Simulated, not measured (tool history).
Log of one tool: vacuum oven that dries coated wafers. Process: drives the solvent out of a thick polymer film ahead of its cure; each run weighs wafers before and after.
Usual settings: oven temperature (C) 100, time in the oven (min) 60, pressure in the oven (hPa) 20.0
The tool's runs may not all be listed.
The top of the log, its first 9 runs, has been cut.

run    hour  oven temperature (C)  time in the oven (min)  pressure in the oven (hPa)  hours of work since the thermocouples were calibrated  hours of work since the vacuum gauge was cleaned of residue  solvent left in the film (%)
 10   412.5                   100                      60                        20.0                                                    778                                                          527                          3.08
 11   472.2                   100                      60                        20.0                                                    821                                                          570                          3.15
 12   525.1                   100                      60                        40.7                                                    860                                                          609                          5.46
 13   564.2                   100                      61                        20.0                                                    888                                                          637                          3.22
 14   615.7                   100                      60                        40.0                                                    926                                                          675                          5.56
 15   653.8                   100                      60                        40.0                                                    954                                                          703                          5.54
 16   705.9                   100                      43                        20.0                                                    992                                                          741                          4.04
 17   764.4                   100                      43                        20.0                                                   1035                                                          784                          4.05
 18   816.7                   101                      60                        20.0                                                   1073                                                          822                          3.06
 19   847.2                   101                      60                        20.0                                                   1095                                                          844                          3.11
 20   900.2                   100                      60                        17.5                                                   1134                                                          883                          2.96
 21   954.5                   100                      60                        17.5                                                   1174                                                          923                          3.02
 22  1011.8                   100                      60                        17.5                                                   1216                                                          965                          2.99
 23  1062.0                   100                      60                        18.1                                                   1252                                                         1001                          3.04
 24  1093.1                   100                      60                        18.1                                                   1275                                                         1024                          3.11
 25  1133.3                   100                      86                        67.0                                                   1305                                                         1054                          8.19
 26  1172.9                   109                      60                        37.4                                                   1334                                                         1082                          3.54
 27  1224.2                   104                      39                        22.0                                                   1371                                                         1120                          3.74
 28  1253.0                   104                      93                        17.8                                                   1392                                                         1141                          2.17
 29  1286.0                   104                      93                        17.8                                                   1416                                                         1165                          2.23
 30  1349.9                    99                      50                        68.8                                                   1463                                                         1212                          9.21
 31  1413.9                   106                      50                        34.4                                                   1510                                                         1259                          3.99

Estimate the outcome of run 32 from the log above:
     1421.2  -- vacuum gauge cleaned of residue and calibrated
 32  1462.5                   106                      83                        34.4                                                   1544                                                           30                             ?

solvent left in the film (%): 3.82
The same run, on a tool lacking any hidden state, would have yielded solvent left in the film (%) 3.47.
